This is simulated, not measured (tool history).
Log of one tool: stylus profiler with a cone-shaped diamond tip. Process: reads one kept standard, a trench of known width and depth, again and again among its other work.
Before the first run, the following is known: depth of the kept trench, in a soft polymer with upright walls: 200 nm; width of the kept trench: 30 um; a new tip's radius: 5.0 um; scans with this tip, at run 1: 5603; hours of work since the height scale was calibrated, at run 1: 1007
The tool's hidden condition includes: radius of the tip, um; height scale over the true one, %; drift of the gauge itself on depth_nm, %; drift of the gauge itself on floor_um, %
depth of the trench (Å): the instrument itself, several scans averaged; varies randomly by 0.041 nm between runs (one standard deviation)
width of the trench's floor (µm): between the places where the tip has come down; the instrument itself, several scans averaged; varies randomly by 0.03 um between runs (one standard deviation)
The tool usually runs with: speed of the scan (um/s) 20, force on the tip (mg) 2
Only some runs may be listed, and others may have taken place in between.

| run | hour | speed of the scan (um/s) | force on the tip (mg) | scans with this tip | hours of work since the height scale was calibrated | depth of the trench (Å) | width of the trench's floor (µm) |
|---|---|---|---|---|---|---|---|
| 1 | 0 | 20 | 2 | 5603 | 1007 | 2009.5 | 26.65 |
| 2 | 25.8 | 20 | 2 | 5679 | 1021 | 2009 | 26.66 |
| 3 | 88 | 62 | 2 | 5861 | 1053 | 2009.3 | 26.54 |
| 4 | 139.2 | 20 | 1.17 | 6011 | 1080 | 2003.9 | 26.57 |
| 5 | 173.9 | 20 | 1.17 | 6112 | 1098 | 2003.9 | 26.61 |
| 6 | 219.5 | 20 | 1.17 | 6245 | 1122 | 2004.7 | 26.62 |
| 7 | 255.2 | 20 | 1.17 | 6350 | 1141 | 2004 | 26.59 |
| 8 | 292.2 | 20 | 1.17 | 6458 | 1161 | 2003.4 | 26.58 |
| 9 | 330.7 | 20 | 1.17 | 6570 | 1181 | 2003.5 | 26.55 |
| 10 | 382.7 | 20 | 1.17 | 6723 | 1208 | 2002.3 | 26.58 |
| 11 | 426.1 | 20 | 1.17 | 6850 | 1231 | 2003.7 | 26.54 |
| 12 | 453.4 | 20 | 2 | 6929 | 1245 | 2007.8 | 26.58 |
| 13 | 495.5 | 20 | 2 | 7053 | 1267 | 2008 | 26.55 |
| 14 | 523.3 | 10 | 2 | 7134 | 1282 | 2007.5 | 26.58 |
| 15 | 566.3 | 20 | 2 | 7259 | 1305 | 2007 | 26.57 |
| 16 | 627 | 20 | 2 | 7437 | 1336 | 2006.5 | 26.54 |
| 17 | 672.9 | 20 | 2 | 7571 | 1361 | 2006.8 | 26.49 |
| 18 | 698.2 | 57 | 2 | 7645 | 1374 | 2008.1 | 26.43 |
| 19 | 743.7 | 10 | 1.14 | 7778 | 1398 | 2002.7 | 26.54 |
| 20 | 799.9 | 9 | 0.69 | 7943 | 1427 | 1999.2 | 26.54 |
|  | 804.1 | height scale calibrated on a step standard |
| 21 | 862.7 | 45 | 5.12 | 8125 | 31 | 2016.7 | 26.48 |
| 22 | 914 | 45 | 1.91 | 8275 | 58 | 2002.2 | 26.35 |
| 23 | 946.3 | 45 | 4.5 | 8369 | 75 | 2013.3 | 26.45 |
| 24 | 991.3 | 57 | 4.28 | 8501 | 98 | 2012.5 | 26.41 |
|  | 1015.9 | height scale calibrated on a step standard, once more |
| 25 | 1044.3 | 57 | 4.28 | 8654 | 15 | 2024 | 26.4 |
| 26 | 1093.2 | 31 | 0.8 | 8797 | 41 | 2006.7 | 26.26 |
| 27 | 1128.8 | 31 | 2.42 | 8901 | 59 | 2015.9 | 26.42 |
| 28 | 1161.6 | 31 | 2.42 | 8997 | 77 | 2016.3 | 26.4 |
| 29 | 1212.6 | 17 | 2.83 | 9147 | 103 | 2017.7 | 26.46 |
| 30 | 1247.7 | 6 | 1.21 | 9249 | 122 | 2009.7 | 26.42 |
| 31 | 1306.9 | 13 | 1.99 | 9422 | 153 | 2013.1 | 26.47 |
| 32 | 1354.7 | 13 | 1.99 | 9562 | 178 | 2013.6 | 26.42 |

Alternative continuations, all from the tool just after run 32; predict every row:
| A | 1388.7 | 63 | 4.33 | 9661 | 196 | ? | ? |
| B | 1388.7 | 17 | 3.36 | 9661 | 196 | ? | ? |
| C | 1388.7 | 20 | 1.34 | 9661 | 196 | ? | ? |

| run | depth of the trench (Å) | width of the trench's floor (µm) |
|---|---|---|
| A | 2023.1 | 26.31 |
| B | 2018.7 | 26.38 |
| C | 2009.4 | 26.35 |
Without the tool's hidden state the same runs would have given:
| run | depth of the trench (Å) | width of the trench's floor (µm) |
|---|---|---|
| A | 2024.7 | 27.08 |
| B | 2020.3 | 27.14 |
| C | 2011 | 27.12 |
